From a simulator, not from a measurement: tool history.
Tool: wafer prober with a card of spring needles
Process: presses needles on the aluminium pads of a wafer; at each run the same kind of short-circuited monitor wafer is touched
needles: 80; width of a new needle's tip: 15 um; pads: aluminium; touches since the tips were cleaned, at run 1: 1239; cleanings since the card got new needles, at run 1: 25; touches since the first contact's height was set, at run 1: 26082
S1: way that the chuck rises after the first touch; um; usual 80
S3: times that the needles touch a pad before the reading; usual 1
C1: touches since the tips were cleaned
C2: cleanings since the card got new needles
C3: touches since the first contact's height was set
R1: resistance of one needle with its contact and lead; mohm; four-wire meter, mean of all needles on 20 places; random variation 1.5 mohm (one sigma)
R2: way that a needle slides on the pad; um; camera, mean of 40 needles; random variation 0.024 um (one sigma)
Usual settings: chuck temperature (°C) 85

{"run": 1, "day": 0.0, "S1": 80, "chuck temperature (°C)": 85, "S3": 1, "C1": 1239, "C2": 25, "C3": 26082, "R1": 136, "R2": 15.48}
{"day": 0.712, "done": "tips cleaned on abrasive film"}
{"run": 2, "day": 1.058, "S1": 80, "chuck temperature (°C)": 85, "S3": 1, "C1": 3733, "C2": 26, "C3": 37432, "R1": 136, "R2": 15.46}
{"day": 1.458, "done": "tips cleaned on abrasive film"}
{"day": 2.229, "done": "tips cleaned on abrasive film"}
{"run": 3, "day": 2.238, "S1": 80, "chuck temperature (°C)": 85, "S3": 1, "C1": 118, "C2": 28, "C3": 50024, "R1": 139, "R2": 15.48}
{"day": 2.983, "done": "tips cleaned on abrasive film"}
{"run": 4, "day": 3.308, "S1": 80, "chuck temperature (°C)": 85, "S3": 1, "C1": 3517, "C2": 29, "C3": 61502, "R1": 138, "R2": 15.48}
{"day": 3.796, "done": "tips cleaned on abrasive film"}
{"run": 5, "day": 4.371, "S1": 80, "chuck temperature (°C)": 85, "S3": 1, "C1": 6178, "C2": 30, "C3": 72867, "R1": 141, "R2": 15.51}
{"day": 4.533, "done": "tips cleaned on abrasive film"}
{"run": 6, "day": 5.196, "S1": 62, "chuck temperature (°C)": 85, "S3": 1, "C1": 7086, "C2": 31, "C3": 81682, "R1": 141, "R2": 12}
{"day": 5.333, "done": "tips cleaned on abrasive film"}
{"day": 6.1, "done": "tips cleaned on abrasive film"}
{"run": 7, "day": 6.1, "S1": 62, "chuck temperature (°C)": 85, "S3": 1, "C1": 0, "C2": 33, "C3": 91339, "R1": 141, "R2": 12.01}
{"day": 6.85, "done": "tips cleaned on abrasive film"}
{"run": 8, "day": 7.358, "S1": 62, "chuck temperature (°C)": 85, "S3": 1, "C1": 5472, "C2": 34, "C3": 104844, "R1": 141, "R2": 11.98}
{"day": 7.592, "done": "tips cleaned on abrasive film"}
{"day": 8.425, "done": "tips cleaned on abrasive film"}
{"run": 9, "day": 8.467, "S1": 62, "chuck temperature (°C)": 35, "S3": 1, "C1": 430, "C2": 36, "C3": 116663, "R1": 133, "R2": 12.03}
{"day": 9.238, "done": "tips cleaned on abrasive film"}
{"day": 10.062, "done": "tips cleaned on abrasive film"}
{"run": 10, "day": 10.1, "S1": 62, "chuck temperature (°C)": 59, "S3": 3, "C1": 414, "C2": 38, "C3": 134159, "R1": 133, "R2": 12}
{"day": 10.908, "done": "tips cleaned on abrasive film"}
{"run": 11, "day": 11.104, "S1": 62, "chuck temperature (°C)": 52, "S3": 2, "C1": 2089, "C2": 39, "C3": 144891, "R1": 134, "R2": 12.03}
{"day": 11.746, "done": "tips cleaned on abrasive film"}
{"run": 12, "day": 11.921, "S1": 64, "chuck temperature (°C)": 43, "S3": 3, "C1": 1890, "C2": 40, "C3": 153636, "R1": 133, "R2": 12.34}
{"day": 12.492, "done": "tips cleaned on abrasive film"}
{"day": 13.329, "done": "tips cleaned on abrasive film"}
{"run": 13, "day": 13.638, "S1": 64, "chuck temperature (°C)": 43, "S3": 3, "C1": 3305, "C2": 42, "C3": 171996, "R1": 132, "R2": 12.36}
{"day": 14.125, "done": "tips cleaned on abrasive film"}
{"run": 14, "day": 14.404, "S1": 91, "chuck temperature (°C)": 85, "S3": 2, "C1": 3008, "C2": 43, "C3": 180234, "R1": 136, "R2": 17.64}
{"day": 14.888, "done": "tips cleaned on abrasive film"}
{"run": 15, "day": 15.546, "S1": 91, "chuck temperature (°C)": 85, "S3": 2, "C1": 7108, "C2": 44, "C3": 192463, "R1": 138, "R2": 17.58}
{"day": 15.658, "done": "tips cleaned on abrasive film"}
{"day": 16.404, "done": "tips cleaned on abrasive film"}
{"day": 16.933, "done": "height of the first contact set anew"}
{"day": 17.138, "done": "tips cleaned on abrasive film"}
{"run": 16, "day": 17.171, "S1": 67, "chuck temperature (°C)": 91, "S3": 1, "C1": 362, "C2": 47, "C3": 2529, "R1": 138, "R2": 12.97}
{"day": 17.9, "done": "tips cleaned on abrasive film"}
{"day": 18.704, "done": "tips cleaned on abrasive film"}
{"run": 17, "day": 18.804, "S1": 65, "chuck temperature (°C)": 85, "S3": 1, "C1": 1108, "C2": 49, "C3": 20008, "R1": 139, "R2": 12.58}

3 ways to go on from here, each from the tool as it stands after run 17. What would each give?
{"day": 19.475, "done": "tips cleaned on abrasive film"}
{"run": "A", "day": 19.604, "S1": 67, "chuck temperature (°C)": 29, "S3": 1, "C1": 1348, "C2": 50, "C3": 28535, "R1": "?", "R2": "?"}
{"day": 19.475, "done": "tips cleaned on abrasive film"}
{"run": "B", "day": 19.604, "S1": 82, "chuck temperature (°C)": 85, "S3": 1, "C1": 1348, "C2": 50, "C3": 28535, "R1": "?", "R2": "?"}
{"day": 19.475, "done": "tips cleaned on abrasive film"}
{"run": "C", "day": 19.604, "S1": 65, "chuck temperature (°C)": 29, "S3": 1, "C1": 1348, "C2": 50, "C3": 28535, "R1": "?", "R2": "?"}

run=A R1=129 R2=12.98
run=B R1=138 R2=15.88
run=C R1=132 R2=12.56
Without the tool's hidden state the same runs would have given:
run=A R1=128 R2=12.98
run=B R1=138 R2=15.88
run=C R1=131 R2=12.57

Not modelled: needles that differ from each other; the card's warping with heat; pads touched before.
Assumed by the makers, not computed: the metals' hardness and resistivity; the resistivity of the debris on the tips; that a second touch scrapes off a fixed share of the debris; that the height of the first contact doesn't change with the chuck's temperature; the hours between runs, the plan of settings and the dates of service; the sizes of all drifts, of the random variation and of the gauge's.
